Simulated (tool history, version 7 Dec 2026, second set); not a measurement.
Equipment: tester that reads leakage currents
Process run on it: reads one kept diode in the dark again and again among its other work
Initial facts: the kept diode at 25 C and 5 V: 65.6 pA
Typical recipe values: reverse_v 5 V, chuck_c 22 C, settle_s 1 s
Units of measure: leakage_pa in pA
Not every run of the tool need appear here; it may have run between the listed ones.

run	day	reverse_v	chuck_c	settle_s	leakage_pa
1	0	5	22	1	52.95
2	1.733	5	22	1	52.7
3	3.3	5	22	1	52.41
4	5.825	5	22	1	52.88
# day 6.625: probe card cleaned and baked
5	8.962	5	22	1	48.4
6	11.204	5	22	1	48.24
7	13.371	5	22	1	48.18
8	14.8	5	22	1	47.96
9	16.338	5	22	1	48.06
10	18.933	5	22	1	47.58
11	20.529	5	45	1	341.82
12	22.075	5	45	1	342.16
13	24.358	5	45	1	339.94
14	26.358	4.12	45	1	316.19
15	28.458	4.12	45	1	314.42
# day 28.729: tester calibrated
16	29.954	4.12	45	1	313.06
17	32.2	5	22	1	46.85
18	34.675	16.32	22	1	75.75
19	36.842	10.68	22	1	63.21
# day 37.538: tester calibrated, once more
20	39.612	10.68	22	0.37	70.87
21	41.042	10.68	22	0.37	70.82
22	44.133	3.94	22	3.72	41.46
23	46.338	3.94	22	3.72	41.29
24	48.675	1.74	22	2.27	30.69
25	51.292	1.74	22	2.27	30.76
26	53.7	1.74	21	2.27	27.84
27	55.988	2.82	55	3.61	582.48
28	58.025	15.82	55	1.94	1067.98
29	60.154	15.82	55	1.94	1061.39
30	61.646	1.07	22	0.47	25.83
31	63.308	5	20	2.51	37.27
32	65.954	1.78	46	0.42	241.94
33	68.296	16.98	22	1.25	76.06
34	71.275	3.18	56	3.67	640.84
35	72.929	3.18	56	3.67	640
36	75.775	3.18	56	3.67	639.53
37	78.304	8.8	30	2.79	109.88

Some steps in leakage_pa, run to run, broken into two amounts with sign: the step expected even without the hidden condition (settings, incoming material, random variation), and the rest, left for the hidden condition together with whatever gauge scatter is not in both the measured and the hidden-condition-free result:
The hidden state here: stray current of the dirty probe card, pA a volt; current scale over the true one, %; true chuck temperature over the reading, C; drift of the gauge itself on leakage_pa, %.
Run 26 -> 27: reverse_v 1.74 -> 2.82, chuck_c 21 -> 55, settle_s 2.27 -> 3.61. leakage_pa +554.64 pA: hidden state -72.02, all else +626.66.
Run 29 -> 30: reverse_v 15.82 -> 1.07, chuck_c 55 -> 22, settle_s 1.94 -> 0.47. leakage_pa -1035.56 pA: hidden state +137.77, all else -1173.33.
Run 33 -> 34: reverse_v 16.98 -> 3.18, chuck_c 22 -> 56, settle_s 1.25 -> 3.67. leakage_pa +564.78 pA: hidden state -94.18, all else +658.96.
Run 36 -> 37: reverse_v 3.18 -> 8.8, chuck_c 56 -> 30, settle_s 3.67 -> 2.79. leakage_pa -529.65 pA: hidden state +87.64, all else -617.29.
